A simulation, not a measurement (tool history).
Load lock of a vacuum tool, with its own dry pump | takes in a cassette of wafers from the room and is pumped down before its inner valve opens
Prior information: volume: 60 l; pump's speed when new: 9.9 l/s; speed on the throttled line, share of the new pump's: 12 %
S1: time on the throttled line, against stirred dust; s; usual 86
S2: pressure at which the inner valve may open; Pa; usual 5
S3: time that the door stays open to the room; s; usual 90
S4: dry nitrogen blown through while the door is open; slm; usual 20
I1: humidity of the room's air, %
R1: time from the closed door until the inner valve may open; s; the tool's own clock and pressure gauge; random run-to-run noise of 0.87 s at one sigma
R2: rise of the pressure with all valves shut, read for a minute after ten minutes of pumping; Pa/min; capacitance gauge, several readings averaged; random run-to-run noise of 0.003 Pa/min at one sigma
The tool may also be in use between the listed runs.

Run 1, day 0: usual settings; I1 49.4. Result: R1 138 s, R2 0.046 Pa/min.
Run 2, day 16.083: usual settings; I1 43. Result: R1 135 s, R2 0.034 Pa/min.
Run 3, day 41.05: usual settings but S3 109 s; I1 47. Result: R1 137.5 s, R2 0.042 Pa/min.
Run 4, day 60.092: usual settings but S3 109 s; I1 46.4. Result: R1 135.9 s, R2 0.043 Pa/min.
Run 5, day 74.329: usual settings but S3 109 s; I1 43.3. Result: R1 136.5 s, R2 0.042 Pa/min.
Run 6, day 100.446: usual settings but S3 109 s; I1 46.7. Result: R1 137 s, R2 0.047 Pa/min.
Run 7, day 117.008: usual settings but S3 109 s, S4 17 slm; I1 46.8. Result: R1 136.8 s, R2 0.047 Pa/min.
Run 8, day 141.829: usual settings but S3 109 s, S4 17 slm; I1 42.7. Result: R1 136.6 s, R2 0.043 Pa/min.
Run 9, day 157.371: usual settings but S3 41 s; I1 42.3. Result: R1 136.4 s, R2 0.028 Pa/min.
Run 10, day 183.621: usual settings but S3 41 s; I1 43.9. Result: R1 136.6 s, R2 0.027 Pa/min.
Run 11, day 200.692: usual settings but S3 41 s; I1 43.6. Result: R1 136 s, R2 0.03 Pa/min.
Run 12, day 226.275: usual settings but S3 41 s; I1 45.8. Result: R1 135.1 s, R2 0.027 Pa/min.
Run 13, day 251.029: usual settings but S3 41 s; I1 47.5. Result: R1 136.2 s, R2 0.03 Pa/min.
Run 14, day 275.679: usual settings but S1 76 s; I1 45.3. Result: R1 127 s, R2 0.039 Pa/min.
Run 15, day 291.321: usual settings; I1 46.2. Result: R1 136.8 s, R2 0.042 Pa/min.
Run 16, day 307.825: usual settings; I1 48. Result: R1 137.8 s, R2 0.041 Pa/min.
Run 17, day 329.083: usual settings; I1 46.6. Result: R1 135.7 s, R2 0.043 Pa/min.
Run 18, day 345.521: usual settings; I1 45.2. Result: R1 136.4 s, R2 0.04 Pa/min.
Run 19, day 370.042: usual settings; I1 45.9. Result: R1 136.2 s, R2 0.042 Pa/min.
Run 20, day 386.338: usual settings; I1 47.3. Result: R1 135.7 s, R2 0.044 Pa/min.
Run 21, day 411.175: usual settings but S3 159 s; I1 46.8. Result: R1 137.8 s, R2 0.053 Pa/min.
Run 22, day 437.683: usual settings but S1 54 s, S3 48 s; I1 50.2. Result: R1 109.7 s, R2 0.035 Pa/min.
Run 23, day 465.138: usual settings but S1 60 s, S2 9 Pa, S3 114 s, S4 5 slm; I1 43.8. Result: R1 110 s, R2 0.071 Pa/min.
Run 24, day 490.967: usual settings but S1 60 s, S2 9 Pa, S3 158 s, S4 5 slm; I1 46.4. Result: R1 108.7 s, R2 0.087 Pa/min.
Run 25, day 513.775: usual settings but S1 70 s, S2 6 Pa, S3 146 s, S4 14 slm; I1 42.4. Result: R1 121.7 s, R2 0.057 Pa/min.
Run 26, day 537.583: usual settings but S1 52 s, S2 9 Pa, S3 201 s, S4 15 slm; I1 44.1. Result: R1 104.2 s, R2 0.064 Pa/min.
Run 27, day 550.088: usual settings but S1 161 s, S2 9 Pa, S3 201 s, S4 23 slm; I1 43. Result: R1 196.9 s, R2 0.053 Pa/min.
Run 28, day 578.383: usual settings but S1 161 s, S3 97 s, S4 18 slm; I1 44.3. Result: R1 201.8 s, R2 0.042 Pa/min.
Run 29, day 602.65: usual settings but S1 76 s, S2 7 Pa, S3 26 s, S4 4 slm; I1 43.8. Result: R1 125 s, R2 0.034 Pa/min.
Run 30, day 617.771: usual settings but S1 172 s; I1 44.2. Result: R1 214.1 s, R2 0.044 Pa/min.
Run 31, day 631.979: usual settings but S1 172 s, S3 214 s, S4 33 slm; I1 49.6. Result: R1 213.8 s, R2 0.048 Pa/min.
Run 32, day 645.712: usual settings but S1 166 s, S2 10 Pa, S3 31 s, S4 13 slm; I1 47.8. Result: R1 202 s, R2 0.029 Pa/min.
Run 33, day 673.362: usual settings but S4 4 slm; I1 48.5. Result: R1 135 s, R2 0.066 Pa/min.
Run 34, day 688.317: usual settings but S4 4 slm; I1 46.3. Result: R1 136.7 s, R2 0.059 Pa/min.
Run 35, day 705.679: usual settings but S4 4 slm; I1 47.1. Result: R1 138 s, R2 0.057 Pa/min.
Run 36, day 718.704: usual settings but S2 6 Pa, S3 35 s; I1 46.4. Result: R1 135.8 s, R2 0.026 Pa/min.
Run 37, day 736.796: usual settings but S2 6 Pa, S3 35 s; I1 46.3. Result: R1 135.5 s, R2 0.025 Pa/min.

Missing from the log above: 2 entries noted between runs. For each, name the pair of listed runs it sits between and say how the tool's hidden condition differs from the listed run just before to the listed run just after:
After run 5, before run 6: dry pump taken out, an overhauled one fitted (day 99.446)
  pump's speed, % of a new pump's: 99.9 -> 100; leak at the door's seal, Pa l/s: 0.0022 -> 0.0023
After run 21, before run 22: door's seal changed, seat wiped (day 436.738)
  leak at the door's seal, Pa l/s: 0.0032 -> 0.002
